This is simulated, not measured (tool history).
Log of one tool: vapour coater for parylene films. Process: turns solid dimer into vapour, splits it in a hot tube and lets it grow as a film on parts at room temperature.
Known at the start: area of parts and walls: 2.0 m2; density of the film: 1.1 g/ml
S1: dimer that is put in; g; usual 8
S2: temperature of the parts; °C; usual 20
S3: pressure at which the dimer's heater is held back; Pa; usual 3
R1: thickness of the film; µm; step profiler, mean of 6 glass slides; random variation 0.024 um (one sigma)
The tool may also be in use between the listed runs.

run,hour,S1,S2,S3,R1
1,0,8,20,3,2.11
2,20,8,20,3,2.09
3,49,8,20,4.25,1.94
4,71,8,15,3,2.48
5,103,8,15,3,2.44
6,116.7,8,15,3,2.43
7,142.4,8,15,3,2.44
8,164.9,8,20,3,2.07
9,193.1,8,20,3,2
10,225.9,8,20,3,2.01
11,240.5,8,20,3,2.06
12,272,8,20,3,2
13,293.8,8,20,3,1.98
14,316.5,8,20,3,1.99
15,335.4,8,20,3,1.95
16,355.5,8,20,3,1.96
17,373.3,8,20,4.27,1.85
18,394.8,8,20,4.27,1.85
19,414.5,8,20,4.27,1.84
20,447.5,8,20,3,1.93
21,464.8,8,20,3,1.92
# hour 470.3: trap's valve overhauled
22,493.1,8,20,3,1.81
23,524,8,20,3,1.8
24,553.7,8,20,3,1.77
25,574.1,8,14,2.61,2.24
# hour 594.5: trap's valve overhauled, once more
26,602.4,8,14,2.61,2.82
27,633.8,12,13,6.19,3.7
28,659.3,4,20,10.14,0.89
29,672.7,9,20,3,2.48
30,694,6,28,3.7,1.19
31,717.2,7,28,5.24,1.29
32,732,7,28,5.24,1.32
33,750.3,8,20,8.17,1.79
34,769.3,8,20,8.17,1.81
35,782.7,8,20,2.33,2.31
36,807.3,8,20,2.33,2.24
37,839,8,27,5.84,1.49
38,871,8,27,5.84,1.48
39,891.9,8,27,3.66,1.6
40,921.5,4,30,4.37,0.7
41,935.9,4,16,6.96,0.99
42,952.3,4,16,6.96,1
43,983.4,3,31,2.12,0.58
44,1004.1,3,31,2.12,0.59
45,1025.9,3,31,2.12,0.59
46,1046.5,11,20,6.69,2.42
47,1075,8,25,3,1.69
48,1090.1,4,22,8.78,0.79

Forecast each of these 3 alternatives for the next run:
A,1107.7,7,32,3.79,?
B,1107.7,4,22,9.21,?
C,1107.7,8,20,2.49,?

run,R1
A,1.17
B,0.76
C,2.12
Without the tool's hidden state the same runs would have given:
run,R1
A,1.27
B,0.83
C,2.3
